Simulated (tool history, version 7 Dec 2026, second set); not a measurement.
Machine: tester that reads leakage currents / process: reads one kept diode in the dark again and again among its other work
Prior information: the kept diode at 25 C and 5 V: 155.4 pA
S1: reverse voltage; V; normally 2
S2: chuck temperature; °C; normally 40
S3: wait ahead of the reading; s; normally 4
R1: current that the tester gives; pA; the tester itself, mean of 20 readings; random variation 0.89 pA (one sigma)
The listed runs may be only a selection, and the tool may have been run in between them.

run    hour     S1  S2    S3       R1
  1       0      2  40     4   296.13
  2    35.8      2  40     4   295.06
  3   110.1      2  40     4   294.31
  4     168      2  40     4   296.39
  5   206.3      2  40     4   296.23
  6   263.2      2  40     4   294.85
  7   324.7      2  40     4   296.41
  8   366.8      2  40     4    295.1
  9   403.8      2  40     4   295.32
 10   438.9      2  40     4   294.83
 11   493.4      2  40     4   294.55
 12   551.8      2  40     4   296.26
 13   604.9      2  40     4   295.83
 14   670.4    6.2  40     4   506.93
 15   733.7      2  40  2.69   297.01
 16   796.5      2  40  2.69    296.2
 17   863.5      2  40  2.69   295.54
 18   926.8      2  40     4    294.5
 19     982      2  40     4   297.45
 20  1031.1      2  40     4   296.65
 21  1066.3      2  40     4   296.85
     1106.7  -- chuck's temperature calibrated
 22  1126.1   8.23  29  1.88   266.15
 23    1159   8.23  29  1.88   265.89
 24  1223.4    2.1  51  3.74   628.43
 25  1277.5    2.1  51  3.74   623.96
 26  1350.9    2.1  51  3.74   624.68
 27  1420.5      2  58  9.52   952.38
 28  1477.6   4.96  40  0.34   457.34
 29  1515.1   4.96  40  0.34   458.34
 30  1546.1   4.96  40  0.34   458.04
 31  1596.2   2.67  38   7.3   294.86
 32  1665.8   2.67  38   7.3   295.24
 33  1733.8  12.98  56     4  2043.03
 34  1791.8   1.37  40  7.44   247.59
 35  1837.3  16.93  23  3.89   239.44
 36    1899  16.93  23  3.89   240.69
 37    1964   5.65  40     4   484.52
 38  1998.7   7.37  40     4   550.17
 39  2049.9      2  48     4   501.69
 40  2096.5   4.55  47     4    703.2
 41  2131.4   4.55  47     4   697.19

Each row is a separate what-if for the run after 41, all from the same tool condition, not one after another. Results?
  A  2173.6   1.82  55  0.74   ?
  B  2173.6  17.79  47  9.23   ?
  C  2173.6      2  23  5.21   ?

run       R1
  A   751.09
  B  1334.85
  C    86.22
Had the tool no hidden state, the same runs would have come out as:
run       R1
  A   750.34
  B  1333.36
  C    86.11
